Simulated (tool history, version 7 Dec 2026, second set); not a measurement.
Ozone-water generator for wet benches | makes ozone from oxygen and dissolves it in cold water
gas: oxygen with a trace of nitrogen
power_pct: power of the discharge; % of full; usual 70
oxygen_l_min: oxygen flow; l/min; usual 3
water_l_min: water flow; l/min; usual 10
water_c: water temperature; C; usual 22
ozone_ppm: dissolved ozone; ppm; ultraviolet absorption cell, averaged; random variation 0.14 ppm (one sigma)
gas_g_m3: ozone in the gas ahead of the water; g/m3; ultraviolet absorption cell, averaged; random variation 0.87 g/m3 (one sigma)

{"run": 1, "hour": 0.0, "power_pct": 70, "oxygen_l_min": 3, "water_l_min": 10, "water_c": 22, "ozone_ppm": 17.4, "gas_g_m3": 141.3}
{"run": 2, "hour": 34.7, "power_pct": 70, "oxygen_l_min": 3, "water_l_min": 10, "water_c": 22, "ozone_ppm": 17.5, "gas_g_m3": 140.2}
{"run": 3, "hour": 61.7, "power_pct": 54, "oxygen_l_min": 3, "water_l_min": 10, "water_c": 22, "ozone_ppm": 13.7, "gas_g_m3": 111.1}
{"run": 4, "hour": 82.6, "power_pct": 70, "oxygen_l_min": 3, "water_l_min": 10, "water_c": 22, "ozone_ppm": 17.1, "gas_g_m3": 141.7}
{"run": 5, "hour": 120.7, "power_pct": 70, "oxygen_l_min": 3, "water_l_min": 10, "water_c": 22, "ozone_ppm": 17.1, "gas_g_m3": 140.9}
{"run": 6, "hour": 146.3, "power_pct": 70, "oxygen_l_min": 3, "water_l_min": 10, "water_c": 22, "ozone_ppm": 17.4, "gas_g_m3": 141.1}
{"run": 7, "hour": 179.6, "power_pct": 70, "oxygen_l_min": 3, "water_l_min": 10, "water_c": 22, "ozone_ppm": 17.1, "gas_g_m3": 140.7}
{"run": 8, "hour": 212.7, "power_pct": 70, "oxygen_l_min": 3, "water_l_min": 10, "water_c": 22, "ozone_ppm": 17, "gas_g_m3": 143}
{"run": 9, "hour": 237.4, "power_pct": 70, "oxygen_l_min": 3, "water_l_min": 10, "water_c": 22, "ozone_ppm": 17.2, "gas_g_m3": 141.2}
{"run": 10, "hour": 257.2, "power_pct": 70, "oxygen_l_min": 3, "water_l_min": 10, "water_c": 22, "ozone_ppm": 17.2, "gas_g_m3": 141.5}
{"hour": 270.6, "done": "water thermometer calibrated"}
{"run": 11, "hour": 302.8, "power_pct": 70, "oxygen_l_min": 3, "water_l_min": 10, "water_c": 22, "ozone_ppm": 17.4, "gas_g_m3": 140}
{"run": 12, "hour": 343.6, "power_pct": 70, "oxygen_l_min": 3, "water_l_min": 10, "water_c": 22, "ozone_ppm": 17.4, "gas_g_m3": 142}
{"run": 13, "hour": 387.7, "power_pct": 70, "oxygen_l_min": 3, "water_l_min": 8, "water_c": 22, "ozone_ppm": 20, "gas_g_m3": 140.4}
{"run": 14, "hour": 430.0, "power_pct": 70, "oxygen_l_min": 3, "water_l_min": 10, "water_c": 22, "ozone_ppm": 17.2, "gas_g_m3": 140.3}
{"run": 15, "hour": 451.2, "power_pct": 70, "oxygen_l_min": 3, "water_l_min": 10, "water_c": 22, "ozone_ppm": 17.1, "gas_g_m3": 141.5}
{"run": 16, "hour": 487.8, "power_pct": 91, "oxygen_l_min": 3, "water_l_min": 10, "water_c": 22, "ozone_ppm": 21.7, "gas_g_m3": 179}
{"run": 17, "hour": 523.8, "power_pct": 91, "oxygen_l_min": 3, "water_l_min": 10, "water_c": 30, "ozone_ppm": 18.8, "gas_g_m3": 179.9}
{"run": 18, "hour": 549.5, "power_pct": 75, "oxygen_l_min": 3, "water_l_min": 10, "water_c": 22, "ozone_ppm": 18.4, "gas_g_m3": 148.8}
{"run": 19, "hour": 577.3, "power_pct": 63, "oxygen_l_min": 3, "water_l_min": 14, "water_c": 22, "ozone_ppm": 12.2, "gas_g_m3": 129}
{"run": 20, "hour": 602.7, "power_pct": 46, "oxygen_l_min": 5.02, "water_l_min": 10, "water_c": 19, "ozone_ppm": 11.4, "gas_g_m3": 71.7}
{"run": 21, "hour": 650.2, "power_pct": 51, "oxygen_l_min": 1.87, "water_l_min": 14, "water_c": 16, "ozone_ppm": 10.7, "gas_g_m3": 143.1}
{"run": 22, "hour": 670.7, "power_pct": 51, "oxygen_l_min": 1.87, "water_l_min": 14, "water_c": 16, "ozone_ppm": 10.8, "gas_g_m3": 142.1}
{"run": 23, "hour": 699.9, "power_pct": 51, "oxygen_l_min": 1.87, "water_l_min": 7, "water_c": 16, "ozone_ppm": 19, "gas_g_m3": 141.3}
{"run": 24, "hour": 747.4, "power_pct": 70, "oxygen_l_min": 2.39, "water_l_min": 10, "water_c": 22, "ozone_ppm": 17.6, "gas_g_m3": 163.2}
{"run": 25, "hour": 785.0, "power_pct": 70, "oxygen_l_min": 2.91, "water_l_min": 9, "water_c": 22, "ozone_ppm": 18.3, "gas_g_m3": 144.3}
{"run": 26, "hour": 804.9, "power_pct": 85, "oxygen_l_min": 3.43, "water_l_min": 16, "water_c": 21, "ozone_ppm": 14.5, "gas_g_m3": 154.5}
{"run": 27, "hour": 841.0, "power_pct": 85, "oxygen_l_min": 3.43, "water_l_min": 16, "water_c": 21, "ozone_ppm": 14.4, "gas_g_m3": 154.8}
{"run": 28, "hour": 865.3, "power_pct": 85, "oxygen_l_min": 3.43, "water_l_min": 16, "water_c": 21, "ozone_ppm": 14.5, "gas_g_m3": 154.6}
{"run": 29, "hour": 902.1, "power_pct": 85, "oxygen_l_min": 3.43, "water_l_min": 16, "water_c": 21, "ozone_ppm": 14.6, "gas_g_m3": 155.2}
{"run": 30, "hour": 943.1, "power_pct": 85, "oxygen_l_min": 3.43, "water_l_min": 16, "water_c": 21, "ozone_ppm": 14.5, "gas_g_m3": 154.9}
{"run": 31, "hour": 964.7, "power_pct": 85, "oxygen_l_min": 3.43, "water_l_min": 16, "water_c": 21, "ozone_ppm": 14.7, "gas_g_m3": 153.4}
{"run": 32, "hour": 992.8, "power_pct": 64, "oxygen_l_min": 3, "water_l_min": 10, "water_c": 22, "ozone_ppm": 16, "gas_g_m3": 131}
{"run": 33, "hour": 1028.5, "power_pct": 64, "oxygen_l_min": 3, "water_l_min": 10, "water_c": 22, "ozone_ppm": 15.8, "gas_g_m3": 128.7}

3 ways to go on from here, each from the tool as it stands after run 33. What would each give?
{"run": "A", "hour": 1059.8, "power_pct": 64, "oxygen_l_min": 2.03, "water_l_min": 15, "water_c": 21, "ozone_ppm": "?", "gas_g_m3": "?"}
{"run": "B", "hour": 1059.8, "power_pct": 64, "oxygen_l_min": 3, "water_l_min": 10, "water_c": 15, "ozone_ppm": "?", "gas_g_m3": "?"}
{"run": "C", "hour": 1059.8, "power_pct": 70, "oxygen_l_min": 3, "water_l_min": 12, "water_c": 24, "ozone_ppm": "?", "gas_g_m3": "?"}

run=A ozone_ppm=11.9 gas_g_m3=166.5
run=B ozone_ppm=17.7 gas_g_m3=131.1
run=C ozone_ppm=14.8 gas_g_m3=141.8
Without the tool's hidden state the same runs would have given:
run=A ozone_ppm=11.9 gas_g_m3=166.6
run=B ozone_ppm=17.7 gas_g_m3=131.2
run=C ozone_ppm=14.9 gas_g_m3=141.9
